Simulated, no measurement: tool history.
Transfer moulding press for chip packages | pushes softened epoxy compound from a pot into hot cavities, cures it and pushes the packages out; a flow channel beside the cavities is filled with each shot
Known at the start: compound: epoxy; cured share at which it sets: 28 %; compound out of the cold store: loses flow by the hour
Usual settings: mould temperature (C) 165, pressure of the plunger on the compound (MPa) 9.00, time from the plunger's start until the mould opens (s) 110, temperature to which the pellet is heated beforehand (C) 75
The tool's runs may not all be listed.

| run | hour | mould temperature (C) | pressure of the plunger on the compound (MPa) | time from the plunger's start until the mould opens (s) | temperature to which the pellet is heated beforehand (C) | incoming compound's hours out of the cold store | length that the compound runs in the flow channel (mm) | greatest force on the pins that push the packages out (N) |
|---|---|---|---|---|---|---|---|---|
| 1 | 0.0 | 165 | 9.00 | 110 | 75 | 38.7 | 504 | 263 |
| 2 | 9.2 | 165 | 9.00 | 110 | 75 | 31.3 | 539 | 294 |
| 3 | 16.3 | 165 | 9.00 | 110 | 75 | 24.1 | 554 | 305 |
| 4 | 29.6 | 165 | 9.00 | 110 | 75 | 42.6 | 486 | 326 |
| 5 | 39.7 | 165 | 9.00 | 110 | 75 | 44.6 | 482 | 353 |
| 6 | 48.9 | 165 | 9.00 | 110 | 75 | 27.8 | 541 | 357 |
|  | 65.3 | cavities cleaned with cleaning compound and waxed |
| 7 | 66.4 | 165 | 9.00 | 110 | 75 | 13.4 | 596 | 451 |
| 8 | 83.6 | 165 | 9.00 | 110 | 75 | 14.4 | 583 | 497 |
| 9 | 95.1 | 165 | 9.00 | 110 | 75 | 10.8 | 600 | 490 |
| 10 | 108.6 | 165 | 9.00 | 110 | 75 | 29.9 | 524 | 480 |
| 11 | 119.0 | 165 | 9.00 | 110 | 75 | 36.4 | 505 | 485 |
| 12 | 133.4 | 165 | 9.00 | 110 | 75 | 32.9 | 517 | 481 |
|  | 142.8 | cavities cleaned with cleaning compound and waxed |
| 13 | 146.5 | 167 | 9.00 | 110 | 75 | 23.0 | 542 | 229 |
| 14 | 155.2 | 167 | 9.00 | 110 | 75 | 24.1 | 531 | 257 |
|  | 163.1 | cavities cleaned with cleaning compound and waxed, once more |
| 15 | 168.8 | 163 | 6.99 | 107 | 70 | 9.0 | 534 | 270 |
| 16 | 185.6 | 163 | 6.99 | 107 | 70 | 17.2 | 507 | 321 |
| 17 | 193.4 | 163 | 6.99 | 107 | 70 | 20.1 | 495 | 345 |
| 18 | 206.8 | 167 | 8.05 | 110 | 67 | 44.8 | 441 | 332 |
| 19 | 220.4 | 167 | 8.05 | 110 | 67 | 8.4 | 568 | 354 |
| 20 | 230.7 | 167 | 8.05 | 110 | 67 | 38.1 | 461 | 368 |
|  | 240.6 | cavities cleaned with cleaning compound and waxed |
| 21 | 248.9 | 170 | 9.00 | 110 | 78 | 21.8 | 530 | 232 |
| 22 | 263.0 | 165 | 8.64 | 115 | 75 | 37.4 | 485 | 276 |
|  | 272.1 | plunger's sealing rings changed |
| 23 | 281.6 | 172 | 7.91 | 115 | 72 | 15.7 | 549 | 312 |
| 24 | 293.5 | 160 | 7.91 | 141 | 72 | 45.3 | 486 | 335 |
| 25 | 303.1 | 165 | 9.00 | 110 | 85 | 34.7 | 535 | 376 |
| 26 | 312.0 | 165 | 9.00 | 110 | 85 | 39.7 | 504 | 383 |
|  | 320.0 | cavities cleaned with cleaning compound and waxed |
| 27 | 326.2 | 161 | 7.81 | 102 | 76 | 15.5 | 572 | 316 |
| 28 | 335.3 | 161 | 7.81 | 102 | 76 | 12.9 | 594 | 340 |

4 ways to go on from here, each from the tool as it stands after run 28. What would each give?
| A | 349.3 | 163 | 7.44 | 102 | 76 | 11.2 | ? | ? |
| B | 349.3 | 165 | 7.81 | 102 | 76 | 40.9 | ? | ? |
| C | 349.3 | 164 | 7.81 | 102 | 68 | 45.8 | ? | ? |
| D | 349.3 | 159 | 9.00 | 141 | 81 | 32.8 | ? | ? |

| run | length that the compound runs in the flow channel (mm) | greatest force on the pins that push the packages out (N) |
|---|---|---|
| A | 573 | 356 |
| B | 479 | 315 |
| C | 463 | 307 |
| D | 556 | 294 |
Without the tool's hidden state the same runs would have given:
| run | length that the compound runs in the flow channel (mm) | greatest force on the pins that push the packages out (N) |
|---|---|---|
| A | 578 | 242 |
| B | 484 | 221 |
| C | 468 | 211 |
| D | 561 | 205 |

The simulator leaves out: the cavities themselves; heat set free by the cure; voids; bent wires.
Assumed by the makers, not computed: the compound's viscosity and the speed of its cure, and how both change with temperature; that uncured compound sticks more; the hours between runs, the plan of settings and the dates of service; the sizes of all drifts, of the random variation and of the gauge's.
